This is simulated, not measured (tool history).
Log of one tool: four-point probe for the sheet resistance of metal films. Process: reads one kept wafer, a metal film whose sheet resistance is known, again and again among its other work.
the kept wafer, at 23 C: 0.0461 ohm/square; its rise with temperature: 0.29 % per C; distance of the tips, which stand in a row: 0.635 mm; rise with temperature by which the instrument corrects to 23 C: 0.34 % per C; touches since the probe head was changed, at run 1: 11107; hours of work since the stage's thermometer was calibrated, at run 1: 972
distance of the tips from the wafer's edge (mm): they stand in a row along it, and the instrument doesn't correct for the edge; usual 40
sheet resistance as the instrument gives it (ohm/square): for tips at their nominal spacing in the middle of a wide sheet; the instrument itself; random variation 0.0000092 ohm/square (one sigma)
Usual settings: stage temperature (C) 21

run,hour,stage temperature (C),distance of the tips from the wafer's edge (mm),touches since the probe head was changed,hours of work since the stage's thermometer was calibrated,sheet resistance as the instrument gives it (ohm/square)
1,0.0,21,40,11107,972,0.046178
2,47.9,21,40,11630,994,0.046178
3,105.1,21,40,12255,1022,0.046194
4,155.4,21,40,12804,1045,0.046201
5,200.5,21,40,13297,1067,0.046191
6,258.6,33,40,13931,1095,0.045936
7,301.7,33,40,14403,1115,0.045946
8,335.0,33,40,14766,1131,0.045943
9,392.7,33,40,15396,1158,0.045950
10,434.0,21,6,15847,1178,0.046462
11,476.7,21,40,16313,1198,0.046193
12,523.1,21,40,16821,1221,0.046194
13,574.8,21,40,17385,1245,0.046191
14,602.1,21,40,17683,1258,0.046193
15,655.5,19,40,18266,1283,0.046241
16,692.3,28,40,18668,1301,0.046048
17,750.5,28,40,19304,1329,0.046060
18,783.2,28,40,19661,1344,0.046047
19,826.5,28,40,20133,1365,0.046061
20,850.3,21,40,20393,1376,0.046203
21,896.4,21,5,20897,1398,0.046595
22,936.8,21,5,21339,1417,0.046577
23,975.5,21,5,21761,1436,0.046619
24,1020.2,21,5,22248,1457,0.046596
25,1065.2,21,5,22741,1478,0.046614
26,1101.8,21,3,23140,1496,0.047287
27,1141.6,25,56,23575,1515,0.046120
28,1167.4,20,11,23856,1527,0.046311
29,1226.4,20,11,24501,1555,0.046307
30,1250.4,29,11,24763,1567,0.046114
31,1281.0,21,6,25098,1581,0.046501
32,1329.4,21,6,25626,1604,0.046478
33,1355.4,21,6,25910,1617,0.046477
34,1387.4,21,6,26259,1632,0.046486
35,1428.4,26,67,26707,1651,0.046118
36,1473.4,24,12,27199,1673,0.046211
37,1497.8,21,25,27465,1684,0.046229
38,1526.4,18,54,27777,1698,0.046262
39,1573.8,18,9,28295,1721,0.046411
40,1600.7,20,48,28589,1733,0.046240
# hour 1622.1: stage's thermometer calibrated
41,1627.0,20,48,28871,2,0.046295

Forecast run 42:
42,1666.2,20,48,29299,21,?

Run 42 gave sheet resistance as the instrument gives it (ohm/square) 0.046287.
Without the tool's hidden state the same run would have given sheet resistance as the instrument gives it (ohm/square) 0.046176.

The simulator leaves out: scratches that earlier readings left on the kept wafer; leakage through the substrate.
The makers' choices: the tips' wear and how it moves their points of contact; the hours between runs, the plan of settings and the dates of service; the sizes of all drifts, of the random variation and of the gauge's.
